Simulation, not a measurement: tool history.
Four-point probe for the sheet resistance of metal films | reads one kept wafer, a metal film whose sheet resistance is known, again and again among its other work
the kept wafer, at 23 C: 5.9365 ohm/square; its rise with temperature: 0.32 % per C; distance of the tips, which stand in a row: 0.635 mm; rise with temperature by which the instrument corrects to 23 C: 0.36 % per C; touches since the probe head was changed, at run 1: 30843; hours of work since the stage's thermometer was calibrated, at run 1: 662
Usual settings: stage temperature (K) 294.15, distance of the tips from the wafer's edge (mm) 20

run     day  stage temperature (K)  distance of the tips from the wafer's edge (mm)  touches since the probe head was changed  hours of work since the stage's thermometer was calibrated  sheet resistance as the instrument gives it (ohm/square)
  1       0                 294.15                                               20                                     30843                                                         662                                                  5.921218
  2   1.275                 294.15                                               20                                     31711                                                         683                                                  5.919298
  3   2.346                 294.15                                               20                                     32439                                                         700                                                  5.919098
  4   3.071                 292.15                                               20                                     32932                                                         712                                                  5.924541
  5   4.767                 294.15                                               22                                     34087                                                         739                                                  5.917336
  6   6.167                 294.15                                               22                                     35041                                                         762                                                  5.918476
  7   7.408                 294.15                                               22                                     35887                                                         782                                                  5.918613
  8   8.483                 294.15                                               22                                     36616                                                         799                                                  5.915309
  9   9.712                 294.15                                               22                                     37455                                                         819                                                   5.91603
 10  10.821                 294.15                                               22                                     38209                                                         837                                                  5.913387
 11  11.754                 305.15                                               22                                     38845                                                         852                                                  5.892256
 12  13.412                 295.15                                               22                                     39971                                                         879                                                  5.914092
 13  14.575                 294.15                                                3                                     40764                                                         898                                                  6.053754
     14.696  -- stage's thermometer calibrated
 14  15.929                 294.15                                                5                                     41672                                                          20                                                   5.96158
 15  17.012                 294.15                                                5                                     42409                                                          38                                                    5.9616
 16   18.65                 293.15                                               20                                     43523                                                          64                                                  5.913473
 17  19.462                 293.15                                               20                                     44075                                                          77                                                  5.916342
 18  20.638                 295.15                                               17                                     44877                                                          96                                                  5.910307
 19  21.562                 295.15                                               17                                     45504                                                         111                                                   5.91119
     21.679  -- stage's thermometer calibrated, once more
 20  22.321                 293.15                                               73                                     46006                                                          10                                                  5.918671
 21  23.654                 292.15                                               38                                     46913                                                          32                                                  5.922805
 22  24.338                 292.15                                               38                                     47379                                                          43                                                  5.920091
 23  25.233                 301.15                                               11                                     47988                                                          57                                                  5.910859
 24  25.912                 301.15                                               11                                     48453                                                          69                                                  5.910201
 25  26.742                 292.15                                                4                                     49016                                                          82                                                  6.000425
 26  28.292                 292.15                                                9                                     50071                                                         107                                                  5.935838
 27  29.496                 292.15                                                9                                     50890                                                         127                                                  5.936176
 28   30.75                 292.15                                                4                                     51744                                                         147                                                  5.999798

Forecast each of these 5 alternatives for the next run:
  A  32.092                 294.15                                                6                                     52658                                                         169                                                         ?
  B  32.092                 294.15                                                6                                     52658                                                         169                                                         ?
  C  32.092                 292.15                                               19                                     52658                                                         169                                                         ?
  D  32.092                 292.15                                               67                                     52658                                                         169                                                         ?
  E  32.092                 302.15                                               13                                     52658                                                         169                                                         ?

run  sheet resistance as the instrument gives it (ohm/square)
  A                                                  5.949674
  B                                                  5.949703
  C                                                   5.92357
  D                                                  5.920669
  E                                                  5.905346
Without the tool's hidden state the same runs would have given:
run  sheet resistance as the instrument gives it (ohm/square)
  A                                                  5.976027
  B                                                  5.976056
  C                                                  5.949823
  D                                                   5.94691
  E                                                  5.931494
